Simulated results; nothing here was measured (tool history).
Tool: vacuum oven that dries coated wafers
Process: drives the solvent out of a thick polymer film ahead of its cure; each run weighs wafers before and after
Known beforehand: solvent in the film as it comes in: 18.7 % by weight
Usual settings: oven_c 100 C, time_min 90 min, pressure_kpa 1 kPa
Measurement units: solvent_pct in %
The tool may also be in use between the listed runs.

{"run": 1, "hour": 0.0, "oven_c": 100, "time_min": 90, "pressure_kpa": 1, "solvent_pct": 1.22}
{"run": 2, "hour": 11.3, "oven_c": 100, "time_min": 90, "pressure_kpa": 1, "solvent_pct": 1.24}
{"run": 3, "hour": 22.5, "oven_c": 100, "time_min": 90, "pressure_kpa": 1, "solvent_pct": 1.25}
{"run": 4, "hour": 34.4, "oven_c": 100, "time_min": 90, "pressure_kpa": 1, "solvent_pct": 1.16}
{"run": 5, "hour": 43.6, "oven_c": 100, "time_min": 71, "pressure_kpa": 1, "solvent_pct": 1.98}
{"run": 6, "hour": 53.5, "oven_c": 100, "time_min": 71, "pressure_kpa": 1, "solvent_pct": 1.9}
{"run": 7, "hour": 61.9, "oven_c": 100, "time_min": 71, "pressure_kpa": 1, "solvent_pct": 1.88}
{"run": 8, "hour": 69.2, "oven_c": 100, "time_min": 71, "pressure_kpa": 1, "solvent_pct": 1.95}
{"run": 9, "hour": 77.8, "oven_c": 100, "time_min": 90, "pressure_kpa": 1, "solvent_pct": 1.26}
{"run": 10, "hour": 88.6, "oven_c": 100, "time_min": 90, "pressure_kpa": 1, "solvent_pct": 1.24}
{"run": 11, "hour": 96.1, "oven_c": 100, "time_min": 90, "pressure_kpa": 1, "solvent_pct": 1.27}
{"run": 12, "hour": 104.3, "oven_c": 100, "time_min": 90, "pressure_kpa": 1, "solvent_pct": 1.23}
{"run": 13, "hour": 112.0, "oven_c": 100, "time_min": 115, "pressure_kpa": 2.17, "solvent_pct": 1.13}
{"run": 14, "hour": 121.6, "oven_c": 101, "time_min": 111, "pressure_kpa": 1.08, "solvent_pct": 0.78}
{"hour": 124.1, "done": "vacuum gauge cleaned of residue and calibrated"}
{"run": 15, "hour": 128.4, "oven_c": 100, "time_min": 155, "pressure_kpa": 1, "solvent_pct": 0.49}
{"run": 16, "hour": 139.2, "oven_c": 109, "time_min": 67, "pressure_kpa": 2.58, "solvent_pct": 1.18}
{"run": 17, "hour": 145.7, "oven_c": 103, "time_min": 90, "pressure_kpa": 1, "solvent_pct": 0.96}
{"run": 18, "hour": 156.0, "oven_c": 103, "time_min": 90, "pressure_kpa": 1, "solvent_pct": 0.81}
{"run": 19, "hour": 165.0, "oven_c": 103, "time_min": 90, "pressure_kpa": 1, "solvent_pct": 0.86}
{"hour": 175.0, "done": "vacuum gauge cleaned of residue and calibrated, once more"}
{"run": 20, "hour": 175.0, "oven_c": 103, "time_min": 90, "pressure_kpa": 1, "solvent_pct": 0.88}
{"run": 21, "hour": 184.7, "oven_c": 102, "time_min": 82, "pressure_kpa": 0.55, "solvent_pct": 0.97}
{"run": 22, "hour": 194.9, "oven_c": 102, "time_min": 82, "pressure_kpa": 0.55, "solvent_pct": 1.03}
{"run": 23, "hour": 203.6, "oven_c": 102, "time_min": 82, "pressure_kpa": 0.55, "solvent_pct": 1.11}

5 options for the next run, each taken on its own from the tool as it stands now. Forecast them:
{"run": "A", "hour": 212.9, "oven_c": 100, "time_min": 90, "pressure_kpa": 2.13, "solvent_pct": "?"}
{"run": "B", "hour": 212.9, "oven_c": 101, "time_min": 82, "pressure_kpa": 0.55, "solvent_pct": "?"}
{"run": "C", "hour": 212.9, "oven_c": 91, "time_min": 82, "pressure_kpa": 2.24, "solvent_pct": "?"}
{"run": "D", "hour": 212.9, "oven_c": 86, "time_min": 90, "pressure_kpa": 0.92, "solvent_pct": "?"}
{"run": "E", "hour": 212.9, "oven_c": 94, "time_min": 90, "pressure_kpa": 1, "solvent_pct": "?"}

run=A solvent_pct=1.55
run=B solvent_pct=1.21
run=C solvent_pct=4.1
run=D solvent_pct=4.65
run=E solvent_pct=2.41
Take away the tool's hidden state, keep each run's random variation, and the runs would have read:
run=A solvent_pct=1.32
run=B solvent_pct=0.99
run=C solvent_pct=3.63
run=D solvent_pct=4.14
run=E solvent_pct=2.05
